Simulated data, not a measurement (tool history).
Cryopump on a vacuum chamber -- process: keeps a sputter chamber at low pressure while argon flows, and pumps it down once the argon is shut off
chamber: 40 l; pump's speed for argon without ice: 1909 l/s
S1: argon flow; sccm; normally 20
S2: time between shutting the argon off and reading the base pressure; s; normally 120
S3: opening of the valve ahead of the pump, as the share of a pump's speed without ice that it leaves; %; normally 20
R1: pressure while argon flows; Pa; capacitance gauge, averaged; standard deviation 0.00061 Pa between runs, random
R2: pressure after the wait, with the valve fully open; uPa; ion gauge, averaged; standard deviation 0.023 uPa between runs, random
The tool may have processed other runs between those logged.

run,hour,S1,S2,S3,R1,R2
1,0,20,120,20,0.0943,0.95
2,19.9,20,120,20,0.0935,0.94
3,37.3,20,120,20,0.0963,0.94
4,60.6,20,120,20,0.095,0.96
5,81,20,120,21,0.0924,0.99
6,92.4,20,120,25,0.0787,1.02
7,111.9,20,120,33,0.0626,1.04
8,131,20,120,33,0.0613,1.05
9,145,20,120,33,0.0621,1.05
# hour 166: pump warmed up, emptied and cooled again
10,169.9,20,120,33,0.054,0.92
11,180.5,20,120,33,0.0533,0.93
12,195.4,20,120,20,0.0884,0.98
13,214,20,120,20,0.0898,0.95
14,224.5,20,120,20,0.0895,0.94
15,248.3,20,120,20,0.0909,0.96
16,265.8,20,120,20,0.0908,0.99
17,286.9,20,120,20,0.0895,0.98
18,308.1,20,120,20,0.0902,1.03
19,329.2,29,120,20,0.1322,1.02
20,342.8,29,120,20,0.1322,1.05
21,361.6,27,222,51,0.0508,0.77
22,383,27,222,51,0.0508,0.76
23,400.1,19,120,20,0.0867,1.07
24,416.7,16,201,20,0.0732,0.85
25,436,19,251,24,0.074,0.83
26,454,20,99,27,0.0694,1.22
27,473,36,26,24,0.1413,3.23
28,491,10,120,18,0.0521,1.1
29,509.6,8,122,37,0.0219,1.16
30,529.7,26,122,31,0.0806,1.18
31,548.8,18,118,56,0.0334,1.22
32,568.6,18,118,56,0.0343,1.27
33,580.4,18,118,56,0.0342,1.3
34,595.4,18,118,56,0.0341,1.3
35,617.8,37,22,24,0.1495,3.76

Selected run-to-run steps in R1, each split into two signed amounts: the part the tool would show with no hidden state at all (from settings, incoming material and random variation), and the remainder, which goes to the hidden state together with any gauge scatter not common to the measured and the hidden-state-free results:
Unlogged tool condition in this case: pump's speed, % of a pump's without ice; cold plate's temperature, K; leak into the chamber, uPa l/s; drift of the gauge itself on working_pa, %; drift of the gauge itself on base_upa, %.
Run 9 -> 10: pump warmed up, emptied and cooled again. R1 -0.0081 Pa: hidden state -0.0086, all else +0.0005.
Run 20 -> 21: S1 29 -> 27, S2 120 -> 222, S3 20 -> 51. R1 -0.0814 Pa: hidden state +0.0001, all else -0.0815.
Run 27 -> 28: S1 36 -> 10, S2 26 -> 120, S3 24 -> 18. R1 -0.0892 Pa: hidden state -0.0058, all else -0.0834.
Run 34 -> 35: S1 18 -> 37, S2 118 -> 22, S3 56 -> 24. R1 +0.1154 Pa: hidden state +0.0074, all else +0.108.

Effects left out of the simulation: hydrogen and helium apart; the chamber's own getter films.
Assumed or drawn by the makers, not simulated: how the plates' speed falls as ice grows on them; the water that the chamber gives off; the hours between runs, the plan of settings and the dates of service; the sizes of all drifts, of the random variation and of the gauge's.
